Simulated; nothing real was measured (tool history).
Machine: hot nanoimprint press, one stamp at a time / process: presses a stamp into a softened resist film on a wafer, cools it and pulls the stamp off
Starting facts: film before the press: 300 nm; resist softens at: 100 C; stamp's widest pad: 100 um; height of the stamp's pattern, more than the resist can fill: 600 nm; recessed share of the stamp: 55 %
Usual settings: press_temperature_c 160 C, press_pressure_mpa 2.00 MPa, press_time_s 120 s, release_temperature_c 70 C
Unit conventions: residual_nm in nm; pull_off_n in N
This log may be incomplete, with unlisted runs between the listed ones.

run	day	press_temperature_c	press_pressure_mpa	press_time_s	release_temperature_c	residual_nm	pull_off_n
1	0.000	160	2.00	120	70	136.2	123.1
2	0.854	160	2.00	120	70	135.1	126.7
3	1.796	160	2.00	120	71	136.1	125.9
4	2.925	160	2.00	120	71	134.7	126.6
# day 3.375: stamp cleaned and given a new release coat
5	4.121	160	2.00	120	71	136.3	117.9
6	4.925	160	2.00	120	71	135.0	118.3
7	5.642	154	1.71	105	66	189.2	124.4
# day 5.846: plate thermocouple calibrated
8	6.954	148	1.71	105	66	226.5	126.1
9	7.838	160	2.00	120	76	132.5	113.4
10	8.817	162	2.00	120	59	123.9	138.5
11	10.004	160	2.00	172	67	117.9	126.6

3 options for the next run, each taken on its own from the tool as it stands now. Forecast them:
A	11.067	160	2.00	103	77	?	?
B	11.067	161	2.00	120	56	?	?
C	11.067	161	1.29	172	72	?	?

run	residual_nm	pull_off_n
A	139.4	114.1
B	128.3	145.5
C	143.7	121.7
Had the tool no hidden state, the same runs would have come out as:
run	residual_nm	pull_off_n
A	141.3	108.9
B	130.1	138.4
C	147.0	116.1

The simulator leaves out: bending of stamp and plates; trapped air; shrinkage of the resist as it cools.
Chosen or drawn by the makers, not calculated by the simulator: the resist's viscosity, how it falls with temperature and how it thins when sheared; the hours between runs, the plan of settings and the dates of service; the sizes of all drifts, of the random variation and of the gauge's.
